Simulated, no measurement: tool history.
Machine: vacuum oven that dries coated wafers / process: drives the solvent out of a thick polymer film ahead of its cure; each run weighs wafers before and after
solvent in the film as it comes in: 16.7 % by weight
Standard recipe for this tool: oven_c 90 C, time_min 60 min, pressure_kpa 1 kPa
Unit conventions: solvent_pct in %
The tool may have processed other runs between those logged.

run    hour  oven_c  time_min  pressure_kpa  solvent_pct
  1       0      90        60             1         1.66
  2    23.4      90        60             1         1.61
  3    50.5      90        60             1         1.55
  4    67.8      90        60             1          1.6
  5    97.3      90        60             1         1.62
  6   130.7      90        60             1         1.55
  7   148.2      90        60          2.56         2.58
  8   176.4      90        31             1         4.12
  9   194.6      90        31             1         4.11
 10   233.3      90        65             1         1.54
 11   252.5      90        60          1.89         2.13
 12   284.8      90        60          1.89          2.2
 13   318.6      90        60          1.89         2.22
 14   356.5      90        60          1.89         2.19
 15   373.9      90        60          1.47            2
 16   391.3      90        60          1.47         1.91
 17   411.4      90        60             1         1.78
 18   437.3      90        60             1         1.72
 19     475      90        60             1          1.8
      478.9  -- vacuum gauge cleaned of residue and calibrated
 20   508.4      90        60             1         1.74
 21   529.6      90        60             1         1.83
      550.6  -- vacuum gauge cleaned of residue and calibrated, once more
 22   569.9      90        60          2.36         2.47
 23   603.6      90        60             1         1.83
 24   625.7      84        60          0.72         2.75
 25   664.7      90        72             1         1.32
 26   695.9      97        57          1.27         1.01
 27   734.1      97        57          1.27         0.97
 28   764.5      90        60           2.3         2.46
 29   800.4      95        60           2.3         1.69
 30   826.1      83        97          2.08         2.65
 31   846.9      82        60             1         3.59
 32   883.8     100        91          1.78         0.82
 33   923.4      88        50          0.59         2.55
 34   955.7      77        55          0.66         5.39
 35   972.4      87        55          0.97         2.65
 36  1004.7      90        60          0.52         1.55
 37  1033.1      79        60          2.68         5.93
 38  1058.2      79        60          2.68         5.82
 39  1080.6      98        60          1.46         1.07
 40  1097.5      93        60          0.59         1.21
 41    1132      87        65           0.8          2.1
 42  1157.5      80        65          1.75         4.66
 43  1186.3      80        65          1.75         4.53
 44  1219.2      82        61             1         3.75
 45  1254.7      82        61             1         3.65
 46  1289.5      82        61             1         3.75

Branching from run 46: 5 alternative next runs. What would each branch give?
  A  1317.4      97        34             1            ?
  B  1317.4      82       101             1            ?
  C  1317.4      82        33           1.9            ?
  D  1317.4     101        60             1            ?
  E  1317.4     102        99             1            ?

run  solvent_pct
  A         2.37
  B          2.1
  C         6.98
  D         0.73
  E          0.5
Take away the tool's hidden state, keep each run's random variation, and the runs would have read:
run  solvent_pct
  A         1.86
  B         1.59
  C         6.21
  D         0.55
  E          0.4

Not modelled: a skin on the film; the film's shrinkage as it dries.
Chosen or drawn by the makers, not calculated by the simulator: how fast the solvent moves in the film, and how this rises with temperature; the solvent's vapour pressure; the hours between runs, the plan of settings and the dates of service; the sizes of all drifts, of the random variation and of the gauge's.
